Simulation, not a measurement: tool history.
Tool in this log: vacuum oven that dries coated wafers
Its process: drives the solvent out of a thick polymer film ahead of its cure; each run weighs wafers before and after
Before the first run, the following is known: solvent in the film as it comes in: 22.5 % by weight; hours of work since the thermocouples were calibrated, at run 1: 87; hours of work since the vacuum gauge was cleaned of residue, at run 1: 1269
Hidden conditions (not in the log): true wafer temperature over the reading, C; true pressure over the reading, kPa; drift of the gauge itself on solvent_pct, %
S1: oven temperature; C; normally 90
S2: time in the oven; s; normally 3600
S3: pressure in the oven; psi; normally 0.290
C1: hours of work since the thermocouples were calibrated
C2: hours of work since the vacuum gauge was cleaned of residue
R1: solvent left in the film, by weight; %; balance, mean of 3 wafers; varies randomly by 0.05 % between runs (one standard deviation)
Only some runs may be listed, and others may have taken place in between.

run     day   S1    S2     S3   C1    C2    R1
  1   0.000   90  3600  0.290   87  1269  3.13
  2   2.246   90  3600  0.290  125  1307  3.18
  3   3.812   90  3600  0.290  151  1334  3.22
  4   5.208   90  3600  0.290  175  1357  3.24
  5   7.117   90  2580  0.290  207  1389  4.84
  6   8.238   90  2580  0.290  226  1408  4.86
  7   9.988   90  2160  0.290  256  1438  5.94
  8  11.854   90  2160  0.157  287  1469  5.58
  9  13.417   90  2160  0.157  313  1496  5.60
 10  14.483   90  2160  0.157  331  1514  5.65
 11  15.738   78  3600  0.290  353  1535  6.57
 12  17.738   78  3600  0.687  386  1569  8.17
 13  18.871   78  3600  0.687  406  1588  8.38
 14  20.175   90  5280  0.290  428  1610  2.12
 15  22.104   90  5280  0.290  460  1643  2.07
 16  24.521   86  3600  0.290  501  1683  4.44
 17  26.504  102  3600  0.290  534  1717  1.40
 18  28.012  102  3600  0.290  560  1742  1.45
 19  29.288  102  3600  0.629  581  1764  2.26
 20  30.279  102  1920  0.189  598  1781  3.46
 21  31.846  102  4920  0.229  625  1807  0.90
 22  33.308  102  4920  0.229  649  1832  0.96
 23  35.200   98  4920  0.229  681  1864  1.32
 24  36.412   98  4920  0.229  702  1884  1.18
 25  37.621   97  1980  0.371  722  1905  4.97
 26  39.575   97  5940  0.152  755  1938  0.96
 27  41.904   97  1800  0.551  795  1977  6.07
 28  43.246   97  5220  0.175  817  2000  1.12
 29  44.758   98  2760  0.748  843  2025  4.16
 30  46.012   99  1860  0.290  864  2046  4.73
     46.500  -- oven's thermocouples calibrated
 31  48.021   99  1860  0.290   26  2079  4.30
 32  49.908   99  1860  0.290   58  2111  4.28
 33  51.888   99  1860  0.290   91  2144  4.29
 34  53.396   90  3240  0.381  116  2170  3.96
 35  54.429   90  3600  0.178  134  2187  2.95
 36  55.762   86  5880  0.455  156  2210  3.01
 37  58.000   84  5880  0.934  194  2247  5.55

Alternative continuations, all from the tool just after run 37; predict every row:
  A  59.829  77  3540  0.312  225  2278   ?
  B  59.829  82  3720  0.306  225  2278   ?
  C  59.829  90  3600  0.290  225  2278   ?
  D  59.829  84  2700  0.934  225  2278   ?

run    R1
  A  7.19
  B  5.25
  C  3.27
  D  8.36
With the hidden condition removed and each run's random variation left untouched, the same runs would have given:
run    R1
  A  6.52
  B  4.66
  C  2.81
  D  7.84
